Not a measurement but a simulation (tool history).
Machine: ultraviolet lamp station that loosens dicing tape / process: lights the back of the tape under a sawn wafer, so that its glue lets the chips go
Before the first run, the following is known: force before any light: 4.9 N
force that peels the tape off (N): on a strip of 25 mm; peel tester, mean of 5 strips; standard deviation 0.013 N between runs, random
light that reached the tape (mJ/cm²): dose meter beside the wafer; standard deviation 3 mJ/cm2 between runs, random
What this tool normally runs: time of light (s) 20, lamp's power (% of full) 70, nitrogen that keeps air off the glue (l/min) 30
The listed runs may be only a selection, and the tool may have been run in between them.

run,day,time of light (s),lamp's power (% of full),nitrogen that keeps air off the glue (l/min),force that peels the tape off (N),light that reached the tape (mJ/cm²)
1,0.000,20,70,30,1.094,313
2,1.788,20,70,30,1.136,299
3,3.462,20,72,30,1.127,300
4,4.254,20,72,57,0.921,294
# day 4.900: window cleaned of glue's vapour
5,5.200,20,70,30,1.446,255
6,6.679,20,70,30,1.424,244
7,8.046,20,70,30,1.478,242
8,8.958,20,70,30,1.575,238
# day 10.717: window cleaned of glue's vapour, once more
9,10.717,20,70,30,1.035,315
10,11.650,20,70,30,1.094,309
# day 12.179: lamp changed
11,13.179,20,70,30,0.655,436
12,14.492,20,70,30,0.671,419
13,16.271,10,70,30,1.786,201
14,17.042,20,97,30,0.424,559
15,18.092,20,97,30,0.421,545
16,19.762,20,97,30,0.438,533
17,20.592,20,70,30,0.805,381
18,22.471,20,70,30,0.835,362
19,23.342,20,70,30,0.868,363
20,24.225,20,70,30,0.887,357
21,25.583,20,70,30,0.934,351
22,27.108,20,95,21,0.680,468
23,28.021,20,95,21,0.712,451
# day 28.412: window cleaned of glue's vapour
24,29.329,20,94,30,0.483,505
25,31.125,20,94,30,0.524,492
26,32.608,20,68,21,1.108,347
27,33.525,17,70,16,1.451,297
28,34.300,17,70,16,1.533,297
29,35.692,17,70,16,1.486,287
30,37.050,13,94,14,1.561,285
31,38.150,15,69,22,1.643,238
32,39.792,20,64,18,1.483,286
33,40.979,12,95,13,2.000,246
34,41.933,19,66,15,1.657,270
35,43.042,17,70,30,1.454,250

5 options for the next run, each taken on its own from the tool as it stands now. Forecast them:
A,44.450,12,93,10,?,?
B,44.450,14,60,10,?,?
C,44.450,20,77,30,?,?
D,44.450,17,70,15,?,?
E,44.450,20,98,30,?,?

run,force that peels the tape off (N),light that reached the tape (mJ/cm²)
A,2.303,227
B,2.686,168
C,1.102,314
D,1.907,240
E,0.750,403
Had the tool no hidden state, the same runs would have come out as:
run,force that peels the tape off (N),light that reached the tape (mJ/cm²)
A,1.517,353
B,1.952,263
C,0.536,488
D,1.156,374
E,0.342,626
